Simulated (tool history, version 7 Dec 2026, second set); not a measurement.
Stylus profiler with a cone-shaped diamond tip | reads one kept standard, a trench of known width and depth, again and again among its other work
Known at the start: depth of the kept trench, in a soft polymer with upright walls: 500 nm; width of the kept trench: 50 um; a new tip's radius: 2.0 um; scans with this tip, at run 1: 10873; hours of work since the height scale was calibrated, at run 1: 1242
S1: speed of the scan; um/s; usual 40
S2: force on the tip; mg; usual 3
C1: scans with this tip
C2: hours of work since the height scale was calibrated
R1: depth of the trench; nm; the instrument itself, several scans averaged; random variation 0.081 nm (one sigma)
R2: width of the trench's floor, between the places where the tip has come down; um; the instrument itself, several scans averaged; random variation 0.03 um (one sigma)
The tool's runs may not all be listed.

run 1 hour=0 | S1=40 S2=3 | C1=10873 C2=1242 | R1=504.56 R2=46.06
run 2 hour=92 | S1=40 S2=3 | C1=11214 C2=1281 | R1=504.66 R2=46.07
-- hour=134.9 height scale calibrated on a step standard
run 3 hour=217 | S1=40 S2=3 | C1=11674 C2=35 | R1=504.05 R2=46.1
run 4 hour=353.5 | S1=40 S2=3 | C1=12179 C2=92 | R1=503.82 R2=45.97
-- hour=398.3 height scale calibrated on a step standard, once more
run 5 hour=478.3 | S1=40 S2=3 | C1=12639 C2=34 | R1=506.45 R2=45.92
run 6 hour=564.9 | S1=40 S2=3 | C1=12960 C2=70 | R1=506.34 R2=45.91
run 7 hour=665.1 | S1=40 S2=3 | C1=13331 C2=113 | R1=506.32 R2=45.9
run 8 hour=773.3 | S1=40 S2=3 | C1=13731 C2=158 | R1=506.37 R2=45.9
run 9 hour=833.3 | S1=40 S2=3 | C1=13953 C2=184 | R1=506.11 R2=45.88
run 10 hour=898.6 | S1=40 S2=2.54 | C1=14194 C2=211 | R1=505.65 R2=45.8
run 11 hour=988.7 | S1=17 S2=3 | C1=14528 C2=249 | R1=506.23 R2=45.87
run 12 hour=1055.4 | S1=17 S2=3 | C1=14775 C2=278 | R1=506.14 R2=45.81
run 13 hour=1136.3 | S1=40 S2=3 | C1=15074 C2=312 | R1=506.1 R2=45.69
run 14 hour=1229.5 | S1=40 S2=2.91 | C1=15419 C2=351 | R1=505.88 R2=45.69
run 15 hour=1342.6 | S1=40 S2=2.91 | C1=15837 C2=399 | R1=505.87 R2=45.63
run 16 hour=1448.7 | S1=40 S2=2.91 | C1=16230 C2=444 | R1=505.82 R2=45.67
run 17 hour=1579.6 | S1=40 S2=4.83 | C1=16714 C2=499 | R1=508.35 R2=45.65
run 18 hour=1692.6 | S1=40 S2=4.83 | C1=17132 C2=547 | R1=508.12 R2=45.6
run 19 hour=1794.6 | S1=40 S2=3.07 | C1=17510 C2=590 | R1=505.74 R2=45.56
run 20 hour=1933 | S1=40 S2=1.28 | C1=18022 C2=648 | R1=502.79 R2=45.46
run 21 hour=2053.5 | S1=40 S2=1.28 | C1=18468 C2=699 | R1=502.72 R2=45.41
run 22 hour=2111.9 | S1=36 S2=1.28 | C1=18684 C2=724 | R1=502.68 R2=45.42
run 23 hour=2215.3 | S1=36 S2=1.28 | C1=19066 C2=768 | R1=502.59 R2=45.38
run 24 hour=2280 | S1=82 S2=5.89 | C1=19306 C2=795 | R1=509.1 R2=45.35
run 25 hour=2415 | S1=82 S2=5.89 | C1=19805 C2=852 | R1=509 R2=45.33
run 26 hour=2487.3 | S1=134 S2=1.15 | C1=20073 C2=883 | R1=502.25 R2=44.97
run 27 hour=2588.9 | S1=134 S2=1.15 | C1=20449 C2=926 | R1=502.16 R2=44.86
run 28 hour=2690.5 | S1=36 S2=1.85 | C1=20825 C2=969 | R1=503.31 R2=45.24
run 29 hour=2807.3 | S1=128 S2=1.78 | C1=21257 C2=1018 | R1=503.22 R2=44.97
run 30 hour=2882 | S1=56 S2=1.67 | C1=21534 C2=1049 | R1=502.84 R2=45.16
run 31 hour=2977.1 | S1=51 S2=1.61 | C1=21886 C2=1090 | R1=502.92 R2=45.09
run 32 hour=3038.9 | S1=61 S2=8.83 | C1=22114 C2=1116 | R1=511.74 R2=45.2
run 33 hour=3104.8 | S1=22 S2=2.11 | C1=22358 C2=1144 | R1=503.48 R2=45.23
run 34 hour=3205.7 | S1=14 S2=3 | C1=22731 C2=1186 | R1=504.8 R2=45.2

The next listed run, before its measurement:
run 35 hour=3282.8 | S1=87 S2=1.07 | C1=23017 C2=1219 | R1=? R2=?

{"run 35": {"R1": 501.52, "R2": 44.87}}
Without the tool's hidden state the same run would have given R1 503.14 nm, R2 47.01 um.
